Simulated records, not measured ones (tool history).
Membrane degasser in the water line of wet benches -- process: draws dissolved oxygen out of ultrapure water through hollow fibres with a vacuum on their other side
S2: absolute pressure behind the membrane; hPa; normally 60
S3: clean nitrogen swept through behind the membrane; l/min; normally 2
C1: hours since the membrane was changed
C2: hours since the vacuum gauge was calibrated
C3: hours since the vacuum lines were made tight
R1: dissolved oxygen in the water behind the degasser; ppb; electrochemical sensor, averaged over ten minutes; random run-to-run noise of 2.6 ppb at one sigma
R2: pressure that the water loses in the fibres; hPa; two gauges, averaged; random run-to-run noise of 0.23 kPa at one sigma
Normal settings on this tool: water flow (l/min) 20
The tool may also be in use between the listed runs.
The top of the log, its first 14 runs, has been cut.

Run 15, hour 1767.6: usual settings but S3 4.76 l/min; C1 2628; C2 763; C3 12570. Result: R1 221.8 ppb, R2 570.2 hPa.
Run 16, hour 1936.1: usual settings but S3 4.76 l/min; C1 2796; C2 932; C3 12739. Result: R1 220.9 ppb, R2 567.6 hPa.
Run 17, hour 2050.9: usual settings but water flow (l/min) 23, S2 65.2 hPa, S3 1.67 l/min; C1 2911; C2 1047; C3 12854. Result: R1 396.4 ppb, R2 652.1 hPa.
Run 18, hour 2162.3: usual settings but water flow (l/min) 30, S2 61.6 hPa; C1 3023; C2 1158; C3 12965. Result: R1 670.5 ppb, R2 850.9 hPa.
Run 19, hour 2310.2: usual settings but water flow (l/min) 30, S2 61.6 hPa; C1 3170; C2 1306; C3 13113. Result: R1 686.7 ppb, R2 850.1 hPa.
At hour 2337.5: gauge calibrated.
Run 20, hour 2442.2: usual settings but water flow (l/min) 30, S2 61.6 hPa; C1 3302; C2 1438; C3 13245. Result: R1 667.8 ppb, R2 862.8 hPa.
Run 21, hour 2600: usual settings but water flow (l/min) 30, S2 61.6 hPa; C1 3460; C2 1596; C3 13403. Result: R1 674 ppb, R2 864.5 hPa.
Run 22, hour 2704.5: usual settings but water flow (l/min) 30, S2 61.6 hPa; C1 3565; C2 1700; C3 13507. Result: R1 677.7 ppb, R2 863.4 hPa.
Run 23, hour 2783: usual settings but water flow (l/min) 15, S2 114.4 hPa, S3 0.91 l/min; C1 3643; C2 1779; C3 13586. Result: R1 360.2 ppb, R2 431.4 hPa.
At hour 2850.7: seals of the vacuum lines changed.
Run 24, hour 2856.6: usual settings but water flow (l/min) 15, S2 114.4 hPa, S3 0.91 l/min; C1 3715; C2 1850; C3 6. Result: R1 362.8 ppb, R2 430 hPa.
Run 25, hour 3006: usual settings but water flow (l/min) 15, S2 114.4 hPa, S3 0.91 l/min; C1 3864; C2 2000; C3 155. Result: R1 363 ppb, R2 433.3 hPa.
Run 26, hour 3172.7: usual settings but water flow (l/min) 30, S2 107.2 hPa, S3 0.91 l/min; C1 4031; C2 2166; C3 322. Result: R1 1032.5 ppb, R2 864 hPa.
Run 27, hour 3272.6: usual settings but water flow (l/min) 30, S2 66.6 hPa, S3 0.86 l/min; C1 4131; C2 2266; C3 422. Result: R1 805.5 ppb, R2 861.7 hPa.
Run 28, hour 3371.5: usual settings but water flow (l/min) 30, S2 66.6 hPa, S3 0.86 l/min; C1 4230; C2 2365; C3 521. Result: R1 800.8 ppb, R2 862.4 hPa.
Run 29, hour 3506.1: usual settings but S2 46.8 hPa, S3 5.24 l/min; C1 4364; C2 2500; C3 655. Result: R1 205.3 ppb, R2 568 hPa.
Run 30, hour 3581.7: usual settings but S2 62.6 hPa, S3 1.77 l/min; C1 4440; C2 2575; C3 731. Result: R1 268.6 ppb, R2 574.4 hPa.
Run 31, hour 3713.9: usual settings but S2 62.6 hPa, S3 1.77 l/min; C1 4572; C2 2708; C3 863. Result: R1 265.2 ppb, R2 571 hPa.
Run 32, hour 3812.1: usual settings but water flow (l/min) 21, S3 1.44 l/min; C1 4670; C2 2806; C3 961. Result: R1 315.4 ppb, R2 600.3 hPa.

Here are 4 independent what-if runs from the current tool condition. What would each one return?
Run A, hour 3887.3: usual settings but water flow (l/min) 16, S2 80.6 hPa, S3 1.44 l/min; C1 4746; C2 2881; C3 1037. Result: R1 ?, R2 ?.
Run B, hour 3887.3: usual settings but water flow (l/min) 12, S2 49.7 hPa, S3 5.41 l/min; C1 4746; C2 2881; C3 1037. Result: R1 ?, R2 ?.
Run C, hour 3887.3: usual settings but water flow (l/min) 17, S3 1.44 l/min; C1 4746; C2 2881; C3 1037. Result: R1 ?, R2 ?.
Run D, hour 3887.3: usual settings but water flow (l/min) 28, S2 40.7 hPa, S3 5.79 l/min; C1 4746; C2 2881; C3 1037. Result: R1 ?, R2 ?.

run     R1     R2
  A  207.5  456.5
  B   33.1  343.2
  C  182.1  486.3
  D  505.7  803.6
With the hidden condition removed and each run's random variation left untouched, the same runs would have given:
run     R1     R2
  A  207.4  464.5
  B   33.1  349.2
  C    182  494.9
  D  505.5  817.7

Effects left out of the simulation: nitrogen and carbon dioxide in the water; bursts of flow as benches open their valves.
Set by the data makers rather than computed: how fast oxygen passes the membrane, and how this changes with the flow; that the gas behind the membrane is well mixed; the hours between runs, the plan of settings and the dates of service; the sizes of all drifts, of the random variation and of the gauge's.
